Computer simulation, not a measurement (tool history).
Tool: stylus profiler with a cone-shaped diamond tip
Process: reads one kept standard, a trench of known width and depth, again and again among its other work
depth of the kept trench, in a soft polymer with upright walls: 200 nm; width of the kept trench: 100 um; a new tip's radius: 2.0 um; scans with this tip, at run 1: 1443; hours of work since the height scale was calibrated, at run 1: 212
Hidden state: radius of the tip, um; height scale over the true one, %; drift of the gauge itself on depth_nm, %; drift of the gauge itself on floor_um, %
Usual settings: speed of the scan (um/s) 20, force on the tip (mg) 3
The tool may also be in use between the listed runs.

| run | hour | speed of the scan (um/s) | force on the tip (mg) | scans with this tip | hours of work since the height scale was calibrated | depth of the trench (nm) | width of the trench's floor (µm) |
|---|---|---|---|---|---|---|---|
| 1 | 0 | 20 | 3 | 1443 | 212 | 201.68 | 98.11 |
| 2 | 86.8 | 20 | 3 | 1828 | 269 | 201.55 | 98.09 |
| 3 | 137.5 | 20 | 1.57 | 2054 | 302 | 200.95 | 98 |
| 4 | 177.6 | 17 | 3 | 2231 | 328 | 201.52 | 98.07 |
| 5 | 241.6 | 17 | 3 | 2516 | 370 | 201.59 | 98.04 |
| 6 | 309.7 | 17 | 3 | 2818 | 415 | 201.46 | 98.04 |
| 7 | 380.8 | 20 | 3.34 | 3134 | 461 | 201.6 | 98.03 |
| 8 | 446.1 | 20 | 3.34 | 3424 | 504 | 201.46 | 97.95 |
| 9 | 491.2 | 20 | 3 | 3625 | 533 | 201.34 | 97.95 |
| 10 | 568.3 | 20 | 3 | 3967 | 584 | 201.32 | 97.93 |
| 11 | 631.9 | 20 | 2.69 | 4250 | 625 | 201.14 | 97.92 |
| 12 | 684.7 | 20 | 2.69 | 4484 | 660 | 201.1 | 97.93 |
| 13 | 737.8 | 20 | 2.69 | 4720 | 694 | 201.01 | 97.92 |
| 14 | 784.6 | 20 | 3 | 4928 | 725 | 201.13 | 97.93 |
| 15 | 843 | 71 | 5.32 | 5187 | 763 | 201.93 | 97.68 |
| 16 | 928.5 | 13 | 1.51 | 5567 | 819 | 200.41 | 97.86 |
| 17 | 990.2 | 13 | 3 | 5841 | 859 | 201.03 | 97.89 |
| 18 | 1051.5 | 8 | 3.53 | 6113 | 899 | 201.29 | 97.93 |
| 19 | 1097.5 | 8 | 3.53 | 6318 | 929 | 201.15 | 97.88 |
| 20 | 1139 | 8 | 3.53 | 6502 | 956 | 201.15 | 97.88 |
|  | 1174.3 | height scale calibrated on a step standard |
| 21 | 1196.3 | 47 | 1.68 | 6755 | 14 | 201.19 | 97.62 |
| 22 | 1273.2 | 47 | 3.49 | 7096 | 65 | 201.9 | 97.67 |
| 23 | 1352.7 | 22 | 2.44 | 7449 | 117 | 201.53 | 97.78 |
| 24 | 1424 | 22 | 2.44 | 7766 | 163 | 201.43 | 97.73 |
| 25 | 1469.3 | 8 | 3 | 7967 | 193 | 201.52 | 97.8 |
| 26 | 1555.2 | 12 | 6.81 | 8349 | 249 | 202.87 | 97.82 |
| 27 | 1610.8 | 12 | 6.81 | 8596 | 285 | 202.81 | 97.71 |

The same runs without the tool's hidden state, with the same run-to-run variation:
| run | depth of the trench (nm) | width of the trench's floor (µm) |
|---|---|---|
| 1 | 201.86 | 98.2 |
| 2 | 201.79 | 98.2 |
| 3 | 201.21 | 98.13 |
| 4 | 201.82 | 98.2 |
| 5 | 201.92 | 98.19 |
| 6 | 201.83 | 98.2 |
| 7 | 202.01 | 98.21 |
| 8 | 201.91 | 98.15 |
| 9 | 201.82 | 98.16 |
| 10 | 201.85 | 98.16 |
| 11 | 201.69 | 98.15 |
| 12 | 201.69 | 98.18 |
| 13 | 201.63 | 98.18 |
| 14 | 201.78 | 98.2 |
| 15 | 202.61 | 97.97 |
| 16 | 201.14 | 98.17 |
| 17 | 201.8 | 98.2 |
| 18 | 202.1 | 98.25 |
| 19 | 201.98 | 98.22 |
| 20 | 202.01 | 98.23 |
| 21 | 201.22 | 97.98 |
| 22 | 201.97 | 98.05 |
| 23 | 201.66 | 98.18 |
| 24 | 201.6 | 98.13 |
| 25 | 201.71 | 98.22 |
| 26 | 203.12 | 98.26 |
| 27 | 203.1 | 98.16 |
